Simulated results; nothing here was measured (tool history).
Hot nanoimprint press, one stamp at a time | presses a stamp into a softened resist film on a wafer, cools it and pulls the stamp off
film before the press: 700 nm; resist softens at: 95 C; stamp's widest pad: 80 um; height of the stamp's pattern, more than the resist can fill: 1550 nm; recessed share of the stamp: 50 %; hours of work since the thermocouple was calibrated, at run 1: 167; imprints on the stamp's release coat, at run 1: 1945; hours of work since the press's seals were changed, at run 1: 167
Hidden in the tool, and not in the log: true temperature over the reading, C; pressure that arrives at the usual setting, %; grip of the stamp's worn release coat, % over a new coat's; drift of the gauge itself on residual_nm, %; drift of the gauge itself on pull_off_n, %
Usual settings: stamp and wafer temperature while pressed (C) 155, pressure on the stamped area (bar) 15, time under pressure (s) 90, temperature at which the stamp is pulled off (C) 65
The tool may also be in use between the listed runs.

run,day,stamp and wafer temperature while pressed (C),pressure on the stamped area (bar),time under pressure (s),temperature at which the stamp is pulled off (C),hours of work since the thermocouple was calibrated,imprints on the stamp's release coat,hours of work since the press's seals were changed,resist left under the stamp's widest pad (nm),greatest force while the stamp is pulled off (N)
1,0,155,15,90,65,167,1945,167,359.4,140
# day 2.483: stamp cleaned and given a new release coat
2,4.071,155,15,90,67,214,98,214,359.8,126
3,6.108,155,15,90,67,239,224,239,356.6,126
4,9.338,155,15,90,67,279,423,279,362.9,130
5,13.171,155,16.5,90,65,326,659,326,346.6,137
6,14.8,155,16.5,90,65,346,760,346,343.4,129
# day 16.908: plate thermocouple calibrated
7,17.262,155,16.5,90,65,4,904,375,341.5,133
8,19.679,155,16.5,90,53,34,1053,405,342.2,175
9,21.638,155,15,90,65,58,1174,429,358.9,134
10,23.396,155,15,90,65,80,1283,451,357.8,137
11,26.462,155,15,90,65,118,1472,488,359,141
12,29.596,155,15,90,65,157,1665,527,355.9,135
13,33.3,155,15,90,60,202,1894,573,354.8,158
# day 36.625: stamp cleaned and given a new release coat
14,36.625,155,13,90,60,240,0,611,382,154
15,38.471,154,15,90,65,263,114,633,378.4,134
16,41.175,155,15,55,57,296,281,667,416.1,162
17,44.262,155,11.3,90,72,334,472,705,404.9,108
18,45.896,155,15,146,55,355,572,725,298.2,174
# day 47.467: plate thermocouple calibrated
# day 48.325: press's hydraulic seals changed and the load cell set to zero
19,49.121,155,12.9,131,61,16,743,10,336.3,146
20,52.404,155,12.9,131,61,57,946,50,336,153
21,55.196,164,20,131,61,91,1118,85,152.2,155
22,57.754,165,15,127,65,123,1276,116,167.4,136
23,60.238,165,15,127,65,153,1429,147,166.8,132
24,63.788,165,15,127,65,197,1648,191,167.8,137
25,67.462,154,9.9,58,70,243,1875,236,495.4,112
26,69.879,164,18.6,172,71,272,2024,266,138.6,108
# day 71.183: stamp cleaned and given a new release coat
27,72.888,144,18.6,172,71,306,105,300,503.8,106
28,76.846,143,15,47,63,355,349,349,645.2,148
# day 78.275: plate thermocouple calibrated
29,80.9,155,9.6,90,65,32,592,397,428.3,130
30,82.775,155,9.6,90,65,56,707,420,422.3,136

3 ways to go on from here, each from the tool as it stands after run 30. What would each give?
A,86.292,143,9.6,90,69,99,924,464,?,?
B,86.292,155,23.2,90,65,99,924,464,?,?
C,86.292,165,22.9,90,73,99,924,464,?,?

run,resist left under the stamp's widest pad (nm),greatest force while the stamp is pulled off (N)
A,646.5,121
B,291.6,135
C,157,103
Without the tool's hidden state the same runs would have given:
run,resist left under the stamp's widest pad (nm),greatest force while the stamp is pulled off (N)
A,646.5,120
B,291.5,135
C,157,103
